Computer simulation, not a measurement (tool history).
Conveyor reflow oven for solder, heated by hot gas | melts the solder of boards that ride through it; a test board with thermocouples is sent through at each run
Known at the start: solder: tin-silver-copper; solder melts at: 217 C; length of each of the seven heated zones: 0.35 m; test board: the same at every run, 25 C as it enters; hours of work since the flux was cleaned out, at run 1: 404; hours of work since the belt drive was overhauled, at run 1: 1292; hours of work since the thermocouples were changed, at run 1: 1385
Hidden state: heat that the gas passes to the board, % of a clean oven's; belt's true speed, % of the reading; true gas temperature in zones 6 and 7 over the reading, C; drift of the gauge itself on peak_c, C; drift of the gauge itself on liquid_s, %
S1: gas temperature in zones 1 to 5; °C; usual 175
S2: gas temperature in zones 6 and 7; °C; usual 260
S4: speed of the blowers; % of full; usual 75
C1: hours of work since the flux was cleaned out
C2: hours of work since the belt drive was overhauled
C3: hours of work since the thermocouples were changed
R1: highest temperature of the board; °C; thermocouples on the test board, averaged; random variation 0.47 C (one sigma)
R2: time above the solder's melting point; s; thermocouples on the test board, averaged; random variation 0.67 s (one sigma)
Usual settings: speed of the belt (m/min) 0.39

run 1 hour=0 | S1=175 S2=260 speed_of_the_belt_(m/min)=0.39 S4=75 | C1=404 C2=1292 C3=1385 | R1=240.7 R2=68
-- hour=6.5 thermocouples of zones 6 and 7 changed
-- hour=50.5 flux residue cleaned out of gas plates and filters
run 2 hour=61.7 | S1=175 S2=260 speed_of_the_belt_(m/min)=0.39 S4=75 | C1=8 C2=1333 C3=38 | R1=247.8 R2=78.7
run 3 hour=106.7 | S1=175 S2=260 speed_of_the_belt_(m/min)=0.39 S4=75 | C1=43 C2=1368 C3=72 | R1=247.1 R2=79.2
run 4 hour=164.1 | S1=175 S2=260 speed_of_the_belt_(m/min)=0.39 S4=75 | C1=86 C2=1411 C3=116 | R1=246.3 R2=79.1
-- hour=204.3 belt drive overhauled, speed set with a stopwatch
run 5 hour=205.3 | S1=175 S2=260 speed_of_the_belt_(m/min)=0.39 S4=75 | C1=114 C2=1 C3=144 | R1=245.3 R2=74.9
run 6 hour=279.5 | S1=175 S2=260 speed_of_the_belt_(m/min)=0.39 S4=75 | C1=171 C2=57 C3=200 | R1=244.7 R2=73.6
run 7 hour=328.4 | S1=176 S2=260 speed_of_the_belt_(m/min)=0.39 S4=75 | C1=208 C2=94 C3=238 | R1=245.2 R2=73.8
run 8 hour=361.3 | S1=176 S2=260 speed_of_the_belt_(m/min)=0.39 S4=75 | C1=233 C2=119 C3=263 | R1=245.3 R2=74.1
run 9 hour=424.1 | S1=176 S2=260 speed_of_the_belt_(m/min)=0.39 S4=75 | C1=281 C2=167 C3=310 | R1=243.6 R2=72.7
run 10 hour=469.4 | S1=175 S2=260 speed_of_the_belt_(m/min)=0.39 S4=75 | C1=315 C2=201 C3=345 | R1=243.4 R2=70
run 11 hour=538.9 | S1=175 S2=260 speed_of_the_belt_(m/min)=0.39 S4=75 | C1=368 C2=254 C3=397 | R1=242.1 R2=69.5
run 12 hour=588.2 | S1=175 S2=260 speed_of_the_belt_(m/min)=0.39 S4=75 | C1=405 C2=292 C3=435 | R1=241.7 R2=70.2
-- hour=639.8 flux residue cleaned out of gas plates and filters
run 13 hour=649.6 | S1=175 S2=260 speed_of_the_belt_(m/min)=0.39 S4=75 | C1=7 C2=334 C3=478 | R1=245.8 R2=74.9
run 14 hour=718 | S1=175 S2=260 speed_of_the_belt_(m/min)=0.39 S4=75 | C1=59 C2=386 C3=530 | R1=244.7 R2=75.3
run 15 hour=778.4 | S1=175 S2=260 speed_of_the_belt_(m/min)=0.39 S4=75 | C1=105 C2=432 C3=575 | R1=244.6 R2=73.7
run 16 hour=810.7 | S1=175 S2=260 speed_of_the_belt_(m/min)=0.39 S4=75 | C1=130 C2=457 C3=600 | R1=243.9 R2=73.5
run 17 hour=874.2 | S1=175 S2=275 speed_of_the_belt_(m/min)=0.332 S4=72 | C1=178 C2=505 C3=648 | R1=260.9 R2=106.5
run 18 hour=945.1 | S1=188 S2=272 speed_of_the_belt_(m/min)=0.46 S4=79 | C1=232 C2=559 C3=702 | R1=251.7 R2=73.9
run 19 hour=1011.8 | S1=175 S2=260 speed_of_the_belt_(m/min)=0.32 S4=55 | C1=282 C2=609 C3=753 | R1=243.2 R2=88.2
run 20 hour=1081.7 | S1=183 S2=262 speed_of_the_belt_(m/min)=0.39 S4=67 | C1=336 C2=662 C3=806 | R1=242.7 R2=76.5
run 21 hour=1135.1 | S1=163 S2=272 speed_of_the_belt_(m/min)=0.324 S4=58 | C1=376 C2=703 C3=846 | R1=251.5 R2=91.6
run 22 hour=1190.7 | S1=163 S2=272 speed_of_the_belt_(m/min)=0.324 S4=58 | C1=418 C2=745 C3=888 | R1=251.6 R2=91.1
-- hour=1221.1 flux residue cleaned out of gas plates and filters
run 23 hour=1258.9 | S1=175 S2=260 speed_of_the_belt_(m/min)=0.39 S4=80 | C1=29 C2=793 C3=936 | R1=245.6 R2=76.9
run 24 hour=1334.3 | S1=167 S2=269 speed_of_the_belt_(m/min)=0.33 S4=80 | C1=86 C2=850 C3=994 | R1=256.2 R2=101.2
run 25 hour=1384.2 | S1=166 S2=260 speed_of_the_belt_(m/min)=0.39 S4=75 | C1=124 C2=888 C3=1032 | R1=242.8 R2=66.9
run 26 hour=1459.7 | S1=161 S2=260 speed_of_the_belt_(m/min)=0.457 S4=75 | C1=181 C2=946 C3=1089 | R1=235.3 R2=43
run 27 hour=1523.5 | S1=161 S2=260 speed_of_the_belt_(m/min)=0.457 S4=75 | C1=230 C2=994 C3=1137 | R1=233.9 R2=40.5
run 28 hour=1579.5 | S1=161 S2=260 speed_of_the_belt_(m/min)=0.393 S4=75 | C1=272 C2=1037 C3=1180 | R1=238.8 R2=57.9
run 29 hour=1654.1 | S1=175 S2=248 speed_of_the_belt_(m/min)=0.39 S4=75 | C1=329 C2=1093 C3=1237 | R1=230.4 R2=49.3

Forecast each of these 4 alternatives for the next run:
run A hour=1700.7 | S1=175 S2=260 speed_of_the_belt_(m/min)=0.403 S4=51 | C1=364 C2=1129 C3=1272 | R1=? R2=?
run B hour=1700.7 | S1=175 S2=248 speed_of_the_belt_(m/min)=0.39 S4=83 | C1=364 C2=1129 C3=1272 | R1=? R2=?
run C hour=1700.7 | S1=164 S2=260 speed_of_the_belt_(m/min)=0.39 S4=75 | C1=364 C2=1129 C3=1272 | R1=? R2=?
run D hour=1700.7 | S1=175 S2=249 speed_of_the_belt_(m/min)=0.39 S4=56 | C1=364 C2=1129 C3=1272 | R1=? R2=?

run=A R1=232.8 R2=48.2
run=B R1=231.2 R2=51.7
run=C R1=238 R2=58
run=D R1=225.9 R2=37.1
Without the tool's hidden state the same runs would have given:
run=A R1=239.6 R2=60.5
run=B R1=238.4 R2=66.2
run=C R1=245.9 R2=69.6
run=D R1=232.5 R2=53.6

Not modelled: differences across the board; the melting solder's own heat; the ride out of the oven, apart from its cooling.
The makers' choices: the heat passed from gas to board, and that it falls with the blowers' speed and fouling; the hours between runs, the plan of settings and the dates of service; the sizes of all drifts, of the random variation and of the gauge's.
